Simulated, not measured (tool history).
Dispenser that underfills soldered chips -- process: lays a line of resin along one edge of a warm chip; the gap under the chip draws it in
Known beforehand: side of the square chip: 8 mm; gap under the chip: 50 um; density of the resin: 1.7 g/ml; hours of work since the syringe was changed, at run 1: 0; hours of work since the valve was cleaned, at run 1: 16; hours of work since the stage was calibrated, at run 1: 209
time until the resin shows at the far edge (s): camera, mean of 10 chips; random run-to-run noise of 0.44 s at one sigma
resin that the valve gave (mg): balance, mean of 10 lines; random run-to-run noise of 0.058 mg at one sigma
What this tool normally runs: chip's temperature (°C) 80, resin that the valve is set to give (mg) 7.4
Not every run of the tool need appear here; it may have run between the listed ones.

run	hour	chip's temperature (°C)	resin that the valve is set to give (mg)	hours of work since the syringe was changed	hours of work since the valve was cleaned	hours of work since the stage was calibrated	time until the resin shows at the far edge (s)	resin that the valve gave (mg)
1	0	80	7.4	0	16	209	33.7	7.4
2	3.2	80	7.4	3	18	211	37.3	7.29
3	6.9	80	7.4	5	21	214	42.4	7.43
# hour 8.6: new syringe of resin
4	11.4	80	7.4	2	24	218	37.6	7.43
# hour 17.6: new syringe of resin
5	18.4	80	7.4	1	30	223	34.6	7.26
6	25.5	80	7.4	6	35	229	44.2	7.3
# hour 26.2: new syringe of resin
7	31.6	89	7.4	4	40	233	27.4	7.21
# hour 35.1: new syringe of resin
8	38	89	7.4	2	45	238	26.2	7.25
9	42.9	89	7.4	6	49	242	30.3	7.22
# hour 43.8: new syringe of resin
10	50.2	89	7.4	5	54	247	28.8	7.19
# hour 52.2: new syringe of resin
11	54.2	89	7.4	2	57	250	24.3	7.06
12	58.7	76	8.45	5	61	254	49.2	8.18
# hour 60.9: new syringe of resin
13	63	68	6.52	2	64	257	68.6	6.31
14	66.8	88	7.96	5	67	260	29	7.63
# hour 69.4: new syringe of resin
15	70.5	88	7.96	1	70	263	23.6	7.54
16	73.6	80	8.63	3	72	265	37.8	8.18
# hour 77.9: new syringe of resin
17	79	74	7.39	1	76	269	47.6	7.05
18	82.6	74	7.39	4	79	272	54.7	6.95
19	86	74	7.39	6	82	275	60.8	6.86
# hour 86.9: new syringe of resin
20	89.8	74	7.39	2	85	278	50	6.93
# hour 95.3: new syringe of resin
21	96.6	71	8.77	1	90	283	53.3	8.32
22	99.9	90	7.56	4	92	286	26.3	7.02

Consider 5 possible next runs. They are alternatives, not a sequence: every one starts from the tool as it was left by run 22. What does each give?
# hour 103.9: new syringe of resin
A	107.7	78	6.53	3	98	291	?	?
# hour 103.9: new syringe of resin
B	107.7	83	9.3	3	98	291	?	?
# hour 103.9: new syringe of resin
C	107.7	82	6.67	3	98	291	?	?
# hour 103.9: new syringe of resin
D	107.7	87	7.19	3	98	291	?	?
# hour 103.9: new syringe of resin
E	107.7	71	9.36	3	98	291	?	?

run	time until the resin shows at the far edge (s)	resin that the valve gave (mg)
A	45.4	6.05
B	32.8	8.72
C	37.1	6.25
D	29.3	6.77
E	56.1	8.81
Without the tool's unlogged condition, the same runs would have read:
run	time until the resin shows at the far edge (s)	resin that the valve gave (mg)
A	37.3	6.43
B	27.6	9.28
C	30.6	6.65
D	24.3	7.2
E	47	9.37
